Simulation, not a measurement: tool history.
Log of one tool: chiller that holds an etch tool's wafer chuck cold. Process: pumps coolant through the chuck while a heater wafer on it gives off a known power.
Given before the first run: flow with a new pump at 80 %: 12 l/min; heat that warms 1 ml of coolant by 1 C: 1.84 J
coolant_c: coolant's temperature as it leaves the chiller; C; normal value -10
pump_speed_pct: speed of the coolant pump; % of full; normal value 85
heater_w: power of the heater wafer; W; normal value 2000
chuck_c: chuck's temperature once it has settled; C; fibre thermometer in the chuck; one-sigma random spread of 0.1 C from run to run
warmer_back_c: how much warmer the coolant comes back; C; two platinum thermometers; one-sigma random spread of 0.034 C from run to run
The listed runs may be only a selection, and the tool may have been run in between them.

run	day	coolant_c	pump_speed_pct	heater_w	chuck_c	warmer_back_c
1	0.000	-10	85	2000	13.0	5.50
2	3.833	-10	85	2000	13.2	5.36
3	9.338	-10	85	2000	13.2	5.43
4	15.796	-10	85	2000	13.3	5.48
5	19.112	-1	85	2000	22.5	5.46
6	25.983	-10	85	2000	13.6	5.49
7	29.429	-10	85	2000	13.8	5.45
8	32.392	-10	85	2000	13.7	5.48
9	38.100	-10	85	1162	3.9	3.19
10	43.829	-10	85	1162	3.9	3.14
11	46.808	-2	69	1046	12.5	3.55
12	50.896	-11	85	2000	13.1	5.51
13	54.412	-4	85	2204	22.6	6.02
14	60.067	-4	85	2204	22.5	6.01
15	67.338	-4	85	2204	22.6	6.06
16	71.921	-4	85	2204	22.8	6.07
17	76.096	-6	80	1321	11.0	3.87

Measured result minus the same run's result without the hidden state. Both carry the same run-to-run variation, though not necessarily the same gauge scatter:
The hidden state here: heat passed by the chuck's channels, % of clean ones'; flow at a given pump speed, % of a new pump's; coolant's true temperature over the reading, C; drift of the gauge itself on chuck_c, C; drift of the gauge itself on warmer_back_c, C.
run	chuck_c	warmer_back_c
1	+2.4	+0.30
2	+2.4	+0.30
3	+2.5	+0.31
4	+2.6	+0.33
5	+2.6	+0.33
6	+2.8	+0.33
7	+2.9	+0.34
8	+2.9	+0.35
9	+1.8	+0.21
10	+1.9	+0.21
11	+2.0	+0.24
12	+3.2	+0.37
13	+3.6	+0.41
14	+3.7	+0.42
15	+3.8	+0.44
16	+3.9	+0.45
17	+2.6	+0.29

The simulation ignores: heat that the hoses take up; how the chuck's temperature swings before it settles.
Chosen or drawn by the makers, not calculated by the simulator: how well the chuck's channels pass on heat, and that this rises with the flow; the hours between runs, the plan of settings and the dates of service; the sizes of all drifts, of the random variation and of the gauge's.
